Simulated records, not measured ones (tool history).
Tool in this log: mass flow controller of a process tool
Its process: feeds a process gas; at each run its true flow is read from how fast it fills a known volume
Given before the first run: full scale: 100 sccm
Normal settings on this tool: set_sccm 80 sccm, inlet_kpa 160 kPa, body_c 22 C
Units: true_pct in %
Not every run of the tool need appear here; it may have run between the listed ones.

| run | hour | set_sccm | inlet_kpa | body_c | true_pct |
|---|---|---|---|---|---|
| 1 | 0 | 80 | 160 | 22 | 99.73 |
| 2 | 46.1 | 80 | 160 | 39 | 98.55 |
| 3 | 116.4 | 80 | 160 | 22 | 99.69 |
| 4 | 193.3 | 80 | 160 | 37 | 98.36 |
| 5 | 228.6 | 80 | 160 | 22 | 99.43 |
| 6 | 285 | 80 | 160 | 40 | 97.85 |
| 7 | 366.1 | 13 | 261 | 24 | 96.84 |

What will run 8 give?
| 8 | 415.7 | 27 | 210 | 30 | ? |

true_pct: 96.94 %
If the tool had no hidden condition, the same run with the same run-to-run variation would have returned true_pct 97.95 %.
